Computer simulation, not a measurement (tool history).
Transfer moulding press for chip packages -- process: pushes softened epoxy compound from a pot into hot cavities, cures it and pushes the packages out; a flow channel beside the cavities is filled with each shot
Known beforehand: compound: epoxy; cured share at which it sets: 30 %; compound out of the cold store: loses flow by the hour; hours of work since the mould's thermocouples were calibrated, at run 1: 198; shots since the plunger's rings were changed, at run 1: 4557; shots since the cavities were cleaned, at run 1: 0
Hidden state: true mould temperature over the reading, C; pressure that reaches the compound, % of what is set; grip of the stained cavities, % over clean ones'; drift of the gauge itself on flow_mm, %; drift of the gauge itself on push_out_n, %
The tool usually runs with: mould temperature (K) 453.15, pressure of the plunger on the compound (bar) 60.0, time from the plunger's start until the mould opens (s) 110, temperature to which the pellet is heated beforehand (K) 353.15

run   hour  mould temperature (K)  pressure of the plunger on the compound (bar)  time from the plunger's start until the mould opens (s)  temperature to which the pellet is heated beforehand (K)  hours of work since the mould's thermocouples were calibrated  shots since the plunger's rings were changed  shots since the cavities were cleaned  incoming compound's hours out of the cold store  length that the compound runs in the flow channel (mm)  greatest force on the pins that push the packages out (N)
  1    0.0                 453.15                                           60.0                                                      110                                                    353.15                                                            198                                          4557                                      0                                             12.0                                                     681                                                        256
  2   31.3                 453.15                                           48.8                                                      110                                                    353.15                                                            216                                          4861                                    304                                             18.7                                                     594                                                        416
  3   62.2                 453.15                                           48.8                                                      110                                                    353.15                                                            234                                          5162                                    605                                             32.5                                                     537                                                        480
  4   80.8                 453.15                                           48.8                                                      128                                                    353.15                                                            245                                          5344                                    787                                             28.3                                                     548                                                        425
      98.8  -- cavities cleaned with cleaning compound and waxed
  5   99.8                 453.15                                           60.0                                                      110                                                    353.15                                                            255                                          5514                                     10                                             43.7                                                     564                                                        241
  6  112.9                 453.15                                           60.0                                                      110                                                    353.15                                                            263                                          5641                                    137                                             35.6                                                     585                                                        322
  7  128.3                 453.15                                           60.0                                                      110                                                    353.15                                                            272                                          5791                                    287                                             28.6                                                     622                                                        398
     155.9  -- plunger's sealing rings changed
  8  156.2                 453.15                                           60.0                                                      110                                                    353.15                                                            287                                             2                                    534                                             12.7                                                     720                                                        498
  9  169.5                 453.15                                           60.0                                                      110                                                    353.15                                                            294                                           132                                    664                                             38.7                                                     617                                                        483
     198.8  -- cavities cleaned with cleaning compound and waxed
 10  200.4                 453.15                                           60.0                                                      110                                                    353.15                                                            312                                           418                                     16                                             47.6                                                     580                                                        249
 11  226.0                 453.15                                           60.0                                                      110                                                    353.15                                                            326                                           666                                    264                                             19.9                                                     683                                                        412
 12  247.1                 453.15                                           60.0                                                      110                                                    353.15                                                            339                                           872                                    470                                             35.9                                                     613                                                        442
 13  275.7                 453.15                                           58.5                                                      110                                                    353.15                                                            355                                          1150                                    748                                             47.1                                                     573                                                        494
     296.2  -- cavities cleaned with cleaning compound and waxed
 14  301.7                 453.15                                           58.5                                                      110                                                    353.15                                                            370                                          1389                                     54                                             39.5                                                     599                                                        279
 15  322.3                 453.15                                           58.5                                                      110                                                    353.15                                                            382                                          1589                                    254                                             25.9                                                     649                                                        398
 16  335.3                 453.15                                           58.5                                                      110                                                    353.15                                                            389                                          1716                                    381                                             18.5                                                     671                                                        473
 17  356.9                 453.15                                           58.5                                                      110                                                    353.15                                                            402                                          1927                                    592                                             10.8                                                     693                                                        522
 18  381.1                 449.15                                           69.3                                                      111                                                    352.15                                                            416                                          2161                                    826                                              8.5                                                     786                                                        743
     394.9  -- cavities cleaned with cleaning compound and waxed
 19  403.4                 453.15                                           52.5                                                      133                                                    353.15                                                            428                                          2364                                     82                                             24.3                                                     617                                                        235
 20  424.6                 453.15                                           60.4                                                      133                                                    353.15                                                            440                                          2570                                    288                                             31.9                                                     625                                                        317
 21  447.8                 450.15                                           54.6                                                      149                                                    353.15                                                            454                                          2796                                    514                                             19.2                                                     638                                                        372
 22  475.9                 450.15                                           54.6                                                      149                                                    353.15                                                            470                                          3070                                    788                                             40.3                                                     569                                                        397
     492.4  -- cavities cleaned with cleaning compound and waxed
 23  501.6                 450.15                                           54.6                                                      149                                                    353.15                                                            484                                          3305                                     89                                             25.2                                                     622                                                        241
 24  523.8                 450.15                                           54.6                                                      149                                                    353.15                                                            497                                          3521                                    305                                              8.6                                                     678                                                        346
 25  549.2                 450.15                                           60.0                                                      110                                                    349.15                                                            512                                          3768                                    552                                             17.1                                                     680                                                        639
 26  567.8                 453.15                                           69.8                                                      117                                                    354.15                                                            523                                          3949                                    733                                             22.5                                                     697                                                        483
     590.4  -- cavities cleaned with cleaning compound and waxed
 27  591.9                 453.15                                           60.0                                                      125                                                    356.15                                                            536                                          4169                                     14                                             15.9                                                     664                                                        225
 28  617.7                 453.15                                           60.0                                                      125                                                    356.15                                                            551                                          4420                                    265                                             16.4                                                     671                                                        334

Below, some changes in length that the compound runs in the flow channel (mm) between adjacent runs. For each, the amount present without the hidden state too (settings, incoming material, random variation) and the amount remaining for the hidden state with gauge scatter not shared by both compared results:
Run 7 -> 8: plunger's sealing rings changed. length that the compound runs in the flow channel (mm) +98: hidden state +44, all else +54.
Run 8 -> 9: no setting changed, nothing entered. length that the compound runs in the flow channel (mm) -103: hidden state -1, all else -102.
Run 18 -> 19: mould temperature (K) 449.15 -> 453.15, pressure of the plunger on the compound (bar) 69.3 -> 52.5, time from the plunger's start until the mould opens (s) 111 -> 133, temperature to which the pellet is heated beforehand (K) 352.15 -> 353.15, cavities cleaned with cleaning compound and waxed. length that the compound runs in the flow channel (mm) -169: hidden state +2, all else -171.
Run 23 -> 24: no setting changed, nothing entered. length that the compound runs in the flow channel (mm) +56: hidden state -4, all else +60.
